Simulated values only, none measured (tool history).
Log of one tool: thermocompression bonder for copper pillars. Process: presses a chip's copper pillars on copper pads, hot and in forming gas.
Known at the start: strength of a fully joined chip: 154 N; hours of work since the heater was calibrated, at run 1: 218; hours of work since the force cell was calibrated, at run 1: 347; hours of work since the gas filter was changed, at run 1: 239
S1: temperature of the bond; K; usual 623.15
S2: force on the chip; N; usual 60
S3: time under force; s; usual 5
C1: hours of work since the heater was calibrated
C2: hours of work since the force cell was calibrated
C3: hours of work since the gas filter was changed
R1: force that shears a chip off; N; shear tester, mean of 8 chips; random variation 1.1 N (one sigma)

Run 1, hour 0.0: usual settings; C1 218; C2 347; C3 239. Result: R1 92.9 N.
Run 2, hour 48.6: usual settings; C1 239; C2 368; C3 259. Result: R1 91.9 N.
Run 3, hour 86.2: usual settings but S2 65 N; C1 255; C2 384; C3 276. Result: R1 94.5 N.
At hour 111.1: forming gas filter changed.
Run 4, hour 120.4: usual settings but S2 75 N; C1 269; C2 399; C3 4. Result: R1 113.2 N.
Run 5, hour 165.5: usual settings but S2 75 N; C1 288; C2 418; C3 23. Result: R1 113.3 N.
Run 6, hour 219.8: usual settings but S2 75 N; C1 312; C2 441; C3 47. Result: R1 115.2 N.
Run 7, hour 247.1: usual settings but S2 75 N; C1 323; C2 453; C3 58. Result: R1 111.7 N.
Run 8, hour 281.8: usual settings; C1 338; C2 468; C3 73. Result: R1 98.1 N.
Run 9, hour 333.7: usual settings; C1 360; C2 490; C3 95. Result: R1 98.7 N.
Run 10, hour 360.1: usual settings; C1 372; C2 501; C3 107. Result: R1 97.2 N.
Run 11, hour 401.3: usual settings; C1 389; C2 519; C3 124. Result: R1 94.5 N.
Run 12, hour 445.4: usual settings but S1 603.15 K, S2 54 N, S3 14 s; C1 408; C2 538; C3 143. Result: R1 104.3 N.
Run 13, hour 496.0: usual settings but S1 603.15 K, S2 54 N, S3 14 s; C1 430; C2 559; C3 165. Result: R1 102.1 N.
Run 14, hour 534.0: usual settings but S1 603.15 K, S2 54 N, S3 3 s; C1 446; C2 576; C3 181. Result: R1 62.9 N.
Run 15, hour 578.0: usual settings but S1 610.15 K, S3 4 s; C1 465; C2 595; C3 200. Result: R1 80.8 N.
Run 16, hour 621.5: usual settings but S1 650.15 K, S2 64 N, S3 6 s; C1 484; C2 613; C3 219. Result: R1 115.9 N.
Run 17, hour 672.3: usual settings but S2 56 N; C1 505; C2 635; C3 240. Result: R1 87.7 N.
Run 18, hour 709.9: usual settings but S2 56 N; C1 522; C2 651; C3 256. Result: R1 87.9 N.

The next listed run, before its measurement:
Run 19, hour 754.5: usual settings but S2 85 N, S3 4 s; C1 541; C2 670; C3 275. Result: R1 ?.

{"run 19": {"R1": 108.9}}
Without the tool's hidden state the same run would have given R1 117.7 N.
